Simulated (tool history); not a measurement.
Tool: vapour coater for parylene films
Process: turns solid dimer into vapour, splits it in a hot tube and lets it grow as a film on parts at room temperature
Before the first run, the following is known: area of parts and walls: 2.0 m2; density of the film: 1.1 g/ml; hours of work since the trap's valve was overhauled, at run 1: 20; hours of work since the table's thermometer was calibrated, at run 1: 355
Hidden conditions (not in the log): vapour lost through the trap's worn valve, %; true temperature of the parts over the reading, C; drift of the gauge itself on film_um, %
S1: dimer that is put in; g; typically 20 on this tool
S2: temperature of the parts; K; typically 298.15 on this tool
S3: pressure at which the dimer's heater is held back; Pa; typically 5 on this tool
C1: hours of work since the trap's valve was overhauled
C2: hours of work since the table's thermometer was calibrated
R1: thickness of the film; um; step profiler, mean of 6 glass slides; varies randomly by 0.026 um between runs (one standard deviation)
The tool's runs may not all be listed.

{"run": 1, "hour": 0.0, "S1": 20, "S2": 298.15, "S3": 5, "C1": 20, "C2": 355, "R1": 6.09}
{"run": 2, "hour": 56.3, "S1": 20, "S2": 298.15, "S3": 5, "C1": 60, "C2": 395, "R1": 6.07}
{"run": 3, "hour": 83.3, "S1": 20, "S2": 298.15, "S3": 5, "C1": 79, "C2": 414, "R1": 6.06}
{"run": 4, "hour": 142.2, "S1": 20, "S2": 298.15, "S3": 5, "C1": 121, "C2": 456, "R1": 6.01}
{"run": 5, "hour": 181.7, "S1": 20, "S2": 294.15, "S3": 5, "C1": 149, "C2": 484, "R1": 6.9}
{"run": 6, "hour": 224.9, "S1": 20, "S2": 294.15, "S3": 5, "C1": 180, "C2": 515, "R1": 6.86}
{"run": 7, "hour": 267.0, "S1": 11, "S2": 307.15, "S3": 2.55, "C1": 209, "C2": 545, "R1": 2.52}
{"hour": 274.1, "done": "trap's valve overhauled"}
{"run": 8, "hour": 310.0, "S1": 11, "S2": 307.15, "S3": 2.55, "C1": 25, "C2": 572, "R1": 2.5}
{"run": 9, "hour": 358.3, "S1": 11, "S2": 307.15, "S3": 2.55, "C1": 60, "C2": 607, "R1": 2.49}
{"run": 10, "hour": 387.0, "S1": 11, "S2": 290.15, "S3": 2.63, "C1": 80, "C2": 627, "R1": 4.55}

Run 11, settings as shown, results not yet in. Your forecast:
{"run": 11, "hour": 427.2, "S1": 31, "S2": 306.15, "S3": 10.71, "C1": 109, "C2": 656, "R1": "?"}

{"run 11": {"R1": 6.22}}
On a tool with no hidden condition, and with the same random variation, this run would have come out at R1 6.58 um.
